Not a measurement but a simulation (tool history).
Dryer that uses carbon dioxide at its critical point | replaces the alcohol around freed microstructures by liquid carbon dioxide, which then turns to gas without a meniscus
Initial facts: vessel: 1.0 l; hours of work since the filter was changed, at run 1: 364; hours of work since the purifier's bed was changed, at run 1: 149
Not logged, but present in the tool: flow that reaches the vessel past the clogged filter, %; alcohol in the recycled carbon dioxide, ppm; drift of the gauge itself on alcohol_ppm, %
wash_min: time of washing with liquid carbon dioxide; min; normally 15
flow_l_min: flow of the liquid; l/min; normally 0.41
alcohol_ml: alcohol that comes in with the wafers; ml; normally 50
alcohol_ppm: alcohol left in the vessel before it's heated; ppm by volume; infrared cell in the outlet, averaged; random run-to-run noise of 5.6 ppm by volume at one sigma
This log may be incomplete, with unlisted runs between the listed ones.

run     day  wash_min  flow_l_min  alcohol_ml  hours of work since the filter was changed  hours of work since the purifier's bed was changed  alcohol_ppm
  1       0        15        0.41          50                                         364                                                 149          279
      0.438  -- inlet filter changed
  2   1.329        15       0.632          50                                          16                                                 172           40
  3   2.667        15       0.632          50                                          41                                                 197           42
  4   4.621        15       0.632          50                                          77                                                 233           62
  5   6.658        15        0.41          62                                         115                                                 271          297
  6   8.421        15       0.412          50                                         147                                                 303          239
  7  10.404        15       0.412          50                                         184                                                 340          254
  8  11.483        15       0.412          50                                         204                                                 360          271
  9   12.55        15       0.412          50                                         224                                                 379          281
 10  13.733        15       0.412          50                                         245                                                 401          287
 11  14.933        15        0.41          50                                         268                                                 423          306
 12  16.142        15        0.41          50                                         290                                                 446          296
 13  17.896        15        0.41          50                                         322                                                 478          341
 14  19.183        15        0.41          50                                         346                                                 502          332
 15  20.167        15       0.261          50                                         364                                                 520         1680
     20.642  -- inlet filter changed
 16   21.95        15       0.686          50                                          24                                                 552          110
 17  24.104        15        0.41         101                                          64                                                 592          465
 18    26.1        21        0.41          50                                         101                                                 629          135
 19  27.604        21        0.41          50                                         129                                                 657          134
 20  28.808        21        0.41          50                                         151                                                 679          147
 21  30.971        21        0.41          50                                         191                                                 719          152
 22  32.658        10        0.41          50                                         222                                                 750         1430
 23  34.192        10        0.41          50                                         250                                                 778         1476
 24  35.896        10        0.41          50                                         282                                                 810         1481
 25  37.412        10        0.41          50                                         310                                                 838         1552
 26  38.388        10        0.41          50                                         328                                                 856         1549
 27  39.308        11       0.399          37                                         345                                                 873          995
     40.688  -- inlet filter changed
 28  41.271        16       0.536          32                                          11                                                 908          171
 29  43.229        15       0.386          27                                          47                                                 944          306
 30    45.3        15       0.386          27                                          85                                                 982          312
 31  46.833        11       0.386          50                                         113                                                1011         1214
 32  48.304        13       0.259          36                                         141                                                1038         1782
 33  50.233        12       0.483          50                                         176                                                1073          462
 34    52.2        11       0.388          42                                         212                                                1110         1136
 35  53.792        13        0.41          25                                         242                                                1139          424
 36  55.908        10       0.675          77                                         281                                                1178          437
 37  57.425        17       0.314          77                                         309                                                1206          919
 38  58.533        17       0.314         116                                         329                                                1227         1259
 39  59.792        14       0.459          50                                         353                                                1250          427
     60.729  -- inlet filter changed
 40  61.842        14       0.459          50                                          21                                                1287          367
 41  62.979        18       0.531          50                                          42                                                1308          244
 42  64.192        18       0.531          50                                          64                                                1330          257
 43  65.212        18        0.26          35                                          83                                                1349          680
     65.642  -- purifier's bed changed
 44  66.279        13       0.625         109                                         100                                                  12           82
 45  67.317        15       0.657          50                                         119                                                  31           13
 46  68.346        15       0.657          50                                         138                                                  50           20

Predict each of these 3 candidate next runs independently; none follows another, all start after run 46:
  A  69.317        13       0.272          30                                         156                                                  68            ?
  B  69.317        20        0.26          48                                         156                                                  68            ?
  C  69.317        16       0.657          50                                         156                                                  68            ?

run  alcohol_ppm
  A         1208
  B          416
  C           17
Without the tool's hidden state the same runs would have given:
run  alcohol_ppm
  A         1060
  B          339
  C            3
